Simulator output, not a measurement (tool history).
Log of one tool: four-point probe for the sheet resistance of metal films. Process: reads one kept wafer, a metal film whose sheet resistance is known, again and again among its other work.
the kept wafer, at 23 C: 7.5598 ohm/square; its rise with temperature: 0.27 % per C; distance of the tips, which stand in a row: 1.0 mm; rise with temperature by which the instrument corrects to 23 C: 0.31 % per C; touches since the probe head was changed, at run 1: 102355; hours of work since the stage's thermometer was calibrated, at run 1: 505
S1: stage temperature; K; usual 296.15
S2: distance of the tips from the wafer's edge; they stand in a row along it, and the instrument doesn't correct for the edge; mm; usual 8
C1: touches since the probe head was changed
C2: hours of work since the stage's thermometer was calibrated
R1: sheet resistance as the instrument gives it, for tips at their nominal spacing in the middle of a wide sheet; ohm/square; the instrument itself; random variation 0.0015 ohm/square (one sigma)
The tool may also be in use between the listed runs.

run 1 hour=0 | S1=296.15 S2=8 | C1=102355 C2=505 | R1=7.547629
run 2 hour=44 | S1=296.15 S2=5 | C1=104080 C2=532 | R1=7.639129
run 3 hour=97.9 | S1=292.15 S2=8 | C1=106199 C2=566 | R1=7.555083
run 4 hour=157.3 | S1=296.15 S2=8 | C1=108529 C2=603 | R1=7.542803
-- hour=171.1 new probe head fitted
run 5 hour=204.8 | S1=306.15 S2=8 | C1=1325 C2=633 | R1=7.625732
run 6 hour=247.7 | S1=296.15 S2=6 | C1=3007 C2=660 | R1=7.703608
run 7 hour=296.7 | S1=296.15 S2=8 | C1=4931 C2=690 | R1=7.649094
run 8 hour=351.7 | S1=296.15 S2=8 | C1=7091 C2=725 | R1=7.648688
run 9 hour=381.3 | S1=296.15 S2=8 | C1=8250 C2=743 | R1=7.643889
run 10 hour=406.1 | S1=293.15 S2=8 | C1=9226 C2=759 | R1=7.655849
run 11 hour=457.3 | S1=296.15 S2=8 | C1=11234 C2=791 | R1=7.643162
run 12 hour=484.5 | S1=296.15 S2=8 | C1=12303 C2=808 | R1=7.644392
run 13 hour=509.6 | S1=296.15 S2=8 | C1=13289 C2=824 | R1=7.64216
run 14 hour=538.5 | S1=296.15 S2=8 | C1=14421 C2=842 | R1=7.641431
run 15 hour=583 | S1=296.15 S2=8 | C1=16167 C2=870 | R1=7.637993
run 16 hour=643.9 | S1=296.15 S2=8 | C1=18557 C2=908 | R1=7.637297
run 17 hour=698.5 | S1=303.15 S2=8 | C1=20703 C2=943 | R1=7.616205
run 18 hour=759.4 | S1=303.15 S2=8 | C1=23092 C2=981 | R1=7.613206
run 19 hour=796.3 | S1=303.15 S2=8 | C1=24539 C2=1004 | R1=7.613758
run 20 hour=832.4 | S1=295.15 S2=8 | C1=25955 C2=1027 | R1=7.629675
run 21 hour=873.5 | S1=294.15 S2=7 | C1=27572 C2=1052 | R1=7.652982
run 22 hour=932 | S1=297.15 S2=25 | C1=29866 C2=1089 | R1=7.566487
run 23 hour=991.1 | S1=301.15 S2=5 | C1=32188 C2=1126 | R1=7.704688
run 24 hour=1042.8 | S1=301.15 S2=5 | C1=34215 C2=1159 | R1=7.706574
run 25 hour=1090.5 | S1=296.15 S2=50 | C1=36089 C2=1189 | R1=7.559155
run 26 hour=1144.8 | S1=298.15 S2=4 | C1=38219 C2=1223 | R1=7.796963
run 27 hour=1193.2 | S1=300.15 S2=4 | C1=40120 C2=1253 | R1=7.786681

The next listed run, before its measurement:
run 28 hour=1229.1 | S1=307.15 S2=4 | C1=41526 C2=1275 | R1=?

R1: 7.768217 ohm/square
Without the tool's hidden state the same run would have given R1 7.776128 ohm/square.
